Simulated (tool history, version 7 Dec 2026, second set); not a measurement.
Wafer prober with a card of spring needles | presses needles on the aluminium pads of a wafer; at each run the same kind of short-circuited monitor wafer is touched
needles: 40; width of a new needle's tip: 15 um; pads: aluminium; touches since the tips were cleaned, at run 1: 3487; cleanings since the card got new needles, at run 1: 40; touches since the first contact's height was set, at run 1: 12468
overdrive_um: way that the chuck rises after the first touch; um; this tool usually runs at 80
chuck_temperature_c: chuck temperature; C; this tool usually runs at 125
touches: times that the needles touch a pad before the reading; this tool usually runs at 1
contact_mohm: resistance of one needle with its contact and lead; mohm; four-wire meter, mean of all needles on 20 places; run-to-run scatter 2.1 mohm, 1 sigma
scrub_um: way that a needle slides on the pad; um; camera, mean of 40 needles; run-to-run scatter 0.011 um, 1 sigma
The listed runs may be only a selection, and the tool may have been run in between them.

run	hour	overdrive_um	chuck_temperature_c	touches	touches since the tips were cleaned	cleanings since the card got new needles	touches since the first contact's height was set	contact_mohm	scrub_um
1	0	80	125	1	3487	40	12468	295	20.51
# hour 24.7: tips cleaned on abrasive film
2	26.7	80	125	2	477	41	18766	296	20.51
# hour 62.9: tips cleaned on abrasive film
3	66.2	80	125	1	784	42	28114	293	20.47
# hour 102: tips cleaned on abrasive film
4	112.7	80	125	1	2533	43	39116	294	20.43
5	135	80	123	1	7804	43	44387	296	20.46
# hour 141.8: tips cleaned on abrasive film
6	177.3	80	125	1	8420	44	54403	295	20.42
# hour 182.3: tips cleaned on abrasive film
7	211.6	80	125	1	6941	45	62497	296	20.43
# hour 223.2: tips cleaned on abrasive film
8	250.9	87	125	1	6575	46	71797	289	22.19
# hour 264.5: tips cleaned on abrasive film
# hour 295.9: height of the first contact set anew
9	296.2	87	125	1	7440	47	60	294	22.17
# hour 302.9: tips cleaned on abrasive film
10	337.3	80	125	1	8146	48	9788	295	20.38
# hour 344.5: tips cleaned on abrasive film
11	365.3	80	125	1	4927	49	16394	294	20.37
# hour 385.8: tips cleaned on abrasive film
12	386.9	80	125	1	277	50	21503	299	20.37
# hour 424: tips cleaned on abrasive film
13	434.6	80	125	1	2528	51	32783	295	20.32
# hour 465.7: tips cleaned on abrasive film
14	471	80	125	1	1263	52	41385	294	20.32
15	497.6	80	125	1	7573	52	47695	296	20.31
# hour 505: tips cleaned on abrasive film
16	531.9	80	125	1	6378	53	55785	297	20.29
# hour 546: tips cleaned on abrasive film
17	555.3	80	125	1	2209	54	61322	294	20.28
# hour 584.3: tips cleaned on abrasive film
18	584.3	80	125	1	0	55	68160	295	20.27
# hour 626.2: tips cleaned on abrasive film
19	627.8	99	28	2	380	56	78439	263	25.07
# hour 646.9: height of the first contact set anew
20	663.4	80	55	2	8764	56	3917	274	20.22
# hour 666.3: tips cleaned on abrasive film
# hour 705.7: tips cleaned on abrasive film
21	711.7	77	27	1	1419	58	15303	266	19.46
# hour 746.2: tips cleaned on abrasive film
22	750.6	77	27	1	1037	59	24495	268	19.45
23	778.5	67	125	3	7660	59	31118	294	16.91
# hour 787.4: tips cleaned on abrasive film
# hour 802.6: gauge calibrated
24	809.3	84	125	2	5190	60	38398	294	21.52
# hour 827.2: tips cleaned on abrasive film
25	852.6	84	125	1	6022	61	48640	298	21.5
# hour 866.6: tips cleaned on abrasive film
26	888.4	78	77	1	5153	62	57086	282	19.95
# hour 906.6: tips cleaned on abrasive film
27	923.3	94	55	1	3966	63	65341	272	24.04
# hour 944.8: tips cleaned on abrasive film
28	963.3	85	72	2	4394	64	74801	282	21.72
# hour 986: tips cleaned on abrasive film
# hour 998: height of the first contact set anew
29	999.6	62	125	1	3146	65	369	297	15.83
# hour 1027.9: tips cleaned on abrasive film
30	1042.9	69	125	2	3547	66	10599	298	17.62
# hour 1066.3: tips cleaned on abrasive film
31	1079	69	125	2	3024	67	19148	298	17.59
# hour 1107.7: tips cleaned on abrasive film
32	1126.7	69	125	2	4487	68	30415	294	17.58
# hour 1146.3: tips cleaned on abrasive film
33	1175.9	69	34	2	7008	69	42047	273	17.56

Branching from run 33: 3 alternative next runs. What would each branch give?
# hour 1187.7: tips cleaned on abrasive film
A	1220.8	72	27	1	7838	70	52666	?	?
# hour 1187.7: tips cleaned on abrasive film
B	1220.8	80	34	3	7838	70	52666	?	?
# hour 1187.7: tips cleaned on abrasive film
C	1220.8	77	34	3	7838	70	52666	?	?

run	contact_mohm	scrub_um
A	266	18.3
B	268	20.34
C	269	19.59
Stripped of hidden state, with their random variation kept, the same runs would have yielded:
run	contact_mohm	scrub_um
A	265	18.46
B	268	20.51
C	268	19.76
